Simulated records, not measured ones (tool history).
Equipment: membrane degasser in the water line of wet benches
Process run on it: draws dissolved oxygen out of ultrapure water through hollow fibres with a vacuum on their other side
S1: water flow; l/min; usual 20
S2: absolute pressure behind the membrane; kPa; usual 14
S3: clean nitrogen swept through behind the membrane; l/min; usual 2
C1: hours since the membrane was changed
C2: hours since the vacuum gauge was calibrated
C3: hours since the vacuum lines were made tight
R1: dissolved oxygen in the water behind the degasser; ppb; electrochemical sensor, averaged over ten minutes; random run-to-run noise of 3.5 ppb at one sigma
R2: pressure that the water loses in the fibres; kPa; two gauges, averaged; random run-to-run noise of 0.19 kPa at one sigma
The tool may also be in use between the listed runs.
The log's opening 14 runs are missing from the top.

Run 15, hour 3240.7: usual settings but S2 19 kPa; C1 8872; C2 7026; C3 5531. Result: R1 460.5 ppb, R2 40.41 kPa.
Run 16, hour 3484.7: usual settings but S2 19 kPa, S3 1.06 l/min; C1 9116; C2 7270; C3 5775. Result: R1 721.3 ppb, R2 40.32 kPa.
Run 17, hour 3635.8: usual settings but S1 19 l/min, S3 5.31 l/min; C1 9267; C2 7421; C3 5926. Result: R1 183.3 ppb, R2 38.65 kPa.
Run 18, hour 3916.8: usual settings but S1 15 l/min, S2 23.7 kPa; C1 9548; C2 7702; C3 6207. Result: R1 403.9 ppb, R2 30.1 kPa.
Run 19, hour 4264.1: usual settings but S1 17 l/min, S2 25.3 kPa; C1 9895; C2 8049; C3 6554. Result: R1 489.8 ppb, R2 34.08 kPa.
Run 20, hour 4603.4: usual settings but S1 17 l/min, S2 25.8 kPa, S3 0.8 l/min; C1 10234; C2 8388; C3 6893. Result: R1 1018.9 ppb, R2 33.99 kPa.
Run 21, hour 4774.1: usual settings but S1 12 l/min, S2 20.5 kPa, S3 2.77 l/min; C1 10405; C2 8559; C3 7064. Result: R1 207.8 ppb, R2 24.27 kPa.
Run 22, hour 4924: usual settings but S1 12 l/min, S2 20.5 kPa, S3 2.77 l/min; C1 10555; C2 8709; C3 7214. Result: R1 204.3 ppb, R2 24.53 kPa.
At hour 5118.7: vacuum gauge calibrated.
Run 23, hour 5211.1: usual settings but S1 25 l/min, S3 1.81 l/min; C1 10842; C2 92; C3 7500. Result: R1 483 ppb, R2 50.82 kPa.
Run 24, hour 5399.7: usual settings but S1 19 l/min, S2 31.9 kPa, S3 1.03 l/min; C1 11030; C2 281; C3 7689. Result: R1 1132 ppb, R2 38.36 kPa.
Run 25, hour 5720.2: usual settings but S1 26 l/min; C1 11351; C2 602; C3 8010. Result: R1 488.8 ppb, R2 52.49 kPa.
Run 26, hour 5908.6: usual settings but S1 15 l/min, S2 12.1 kPa, S3 1.88 l/min; C1 11539; C2 790; C3 8198. Result: R1 215.1 ppb, R2 30.73 kPa.
Run 27, hour 6052.2: usual settings but S1 15 l/min, S2 11.6 kPa, S3 0.84 l/min; C1 11683; C2 933; C3 8342. Result: R1 373.7 ppb, R2 30.49 kPa.
Run 28, hour 6286.6: usual settings but S3 2.81 l/min; C1 11917; C2 1168; C3 8576. Result: R1 278.6 ppb, R2 40.46 kPa.
Run 29, hour 6441.5: usual settings but S1 27 l/min, S3 2.81 l/min; C1 12072; C2 1323; C3 8731. Result: R1 427.1 ppb, R2 54.46 kPa.
Run 30, hour 6771.7: usual settings but S1 13 l/min, S2 9.8 kPa, S3 3.72 l/min; C1 12402; C2 1653; C3 9061. Result: R1 89.2 ppb, R2 26.27 kPa.
Run 31, hour 6965.3: usual settings but S1 13 l/min, S2 9.8 kPa, S3 3.72 l/min; C1 12596; C2 1847; C3 9255. Result: R1 92.4 ppb, R2 26.35 kPa.
Run 32, hour 7244.4: usual settings but S1 14 l/min, S2 22.1 kPa, S3 4.81 l/min; C1 12875; C2 2126; C3 9534. Result: R1 177 ppb, R2 28.36 kPa.

Below are 4 alternative next runs, each starting from the tool's condition after run 32. Predict each:
At hour 7490.5: seals of the vacuum lines changed.
Run A, hour 7582.6: usual settings but S1 14 l/min, S2 18.5 kPa, S3 1.88 l/min; C1 13211; C2 2462; C3 92. Result: R1 ?, R2 ?.
At hour 7490.5: seals of the vacuum lines changed.
Run B, hour 7582.6: usual settings but S1 14 l/min, S2 10.9 kPa, S3 2.45 l/min; C1 13211; C2 2462; C3 92. Result: R1 ?, R2 ?.
At hour 7490.5: seals of the vacuum lines changed.
Run C, hour 7582.6: usual settings but S1 13 l/min, S2 22.1 kPa, S3 4.66 l/min; C1 13211; C2 2462; C3 92. Result: R1 ?, R2 ?.
At hour 7490.5: seals of the vacuum lines changed.
Run D, hour 7582.6: usual settings but S1 14 l/min, S2 8.8 kPa, S3 4.81 l/min; C1 13211; C2 2462; C3 92. Result: R1 ?, R2 ?.

run     R1     R2
  A  307.8  28.27
  B  151.2  28.38
  C    163  26.26
  D   81.4   28.3
Take away the tool's hidden state, keep each run's random variation, and the runs would have read:
run     R1     R2
  A  307.4  28.22
  B  150.8  28.33
  C  162.6  26.21
  D   80.9  28.24
